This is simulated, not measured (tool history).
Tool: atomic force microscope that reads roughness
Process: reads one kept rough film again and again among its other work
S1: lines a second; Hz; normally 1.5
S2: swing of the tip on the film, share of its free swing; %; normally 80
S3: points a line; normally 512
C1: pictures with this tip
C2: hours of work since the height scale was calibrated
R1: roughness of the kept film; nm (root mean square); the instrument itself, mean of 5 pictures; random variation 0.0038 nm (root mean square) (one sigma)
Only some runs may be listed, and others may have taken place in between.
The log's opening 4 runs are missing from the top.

| run | hour | S1 | S2 | S3 | C1 | C2 | R1 |
|---|---|---|---|---|---|---|---|
|  | 111.9 | new tip fitted |
| 5 | 114.6 | 1.5 | 64 | 512 | 5 | 377 | 1.146 |
| 6 | 135.2 | 1.5 | 64 | 512 | 50 | 390 | 1.151 |
|  | 143 | new tip fitted |
| 7 | 153.4 | 1.5 | 80 | 512 | 23 | 401 | 1.075 |
|  | 175.5 | new tip fitted |
| 8 | 185.7 | 1.5 | 80 | 512 | 22 | 421 | 1.078 |
|  | 206.5 | new tip fitted |
| 9 | 221.7 | 1.08 | 80 | 512 | 33 | 444 | 1.11 |
|  | 236.6 | new tip fitted |
| 10 | 252.7 | 1.5 | 80 | 512 | 34 | 463 | 1.073 |
|  | 267.9 | new tip fitted |
| 11 | 291.8 | 1.5 | 70 | 512 | 51 | 488 | 1.123 |
|  | 298.1 | new tip fitted |
| 12 | 316.6 | 1.5 | 80 | 512 | 40 | 503 | 1.077 |
|  | 330.9 | new tip fitted |
| 13 | 338.5 | 0.56 | 80 | 512 | 17 | 517 | 1.144 |
|  | 363.2 | new tip fitted |
| 14 | 377.5 | 1.5 | 80 | 512 | 30 | 541 | 1.079 |
|  | 394.5 | new tip fitted |
| 15 | 411.8 | 1.5 | 80 | 512 | 37 | 563 | 1.081 |
|  | 425 | new tip fitted |
| 16 | 441.5 | 1.5 | 80 | 512 | 35 | 582 | 1.075 |
|  | 457.8 | new tip fitted |
| 17 | 459.2 | 1.5 | 80 | 512 | 3 | 592 | 1.069 |
| 18 | 477 | 1.5 | 80 | 1016 | 41 | 604 | 1.077 |
|  | 488.3 | new tip fitted |
| 19 | 498.7 | 1.5 | 80 | 1016 | 22 | 617 | 1.073 |
|  | 518.5 | new tip fitted |
| 20 | 522.5 | 1.5 | 80 | 512 | 9 | 632 | 1.073 |
| 21 | 539.4 | 1.5 | 61 | 512 | 45 | 643 | 1.157 |
|  | 549.1 | new tip fitted |
| 22 | 560 | 1.5 | 80 | 512 | 24 | 656 | 1.075 |
|  | 578.7 | new tip fitted |
| 23 | 586.7 | 1.5 | 80 | 512 | 17 | 672 | 1.077 |
|  | 608.8 | new tip fitted |
| 24 | 624 | 1.5 | 80 | 537 | 32 | 696 | 1.075 |
|  | 640.3 | new tip fitted |
| 25 | 647.6 | 1.5 | 80 | 537 | 16 | 710 | 1.077 |
| 26 | 669.1 | 1.5 | 80 | 537 | 62 | 724 | 1.074 |
|  | 671.5 | new tip fitted |
| 27 | 687.9 | 1.5 | 77 | 537 | 35 | 736 | 1.1 |

Predict the results of run 28:
|  | 702.1 | new tip fitted |
| 28 | 722.1 | 2.06 | 77 | 537 | 43 | 757 | ? |

Run 28 gave R1 1.064 nm (root mean square).
Were there no unlogged condition in the tool, this run, its random variation unchanged, would have produced R1 1.065 nm (root mean square).
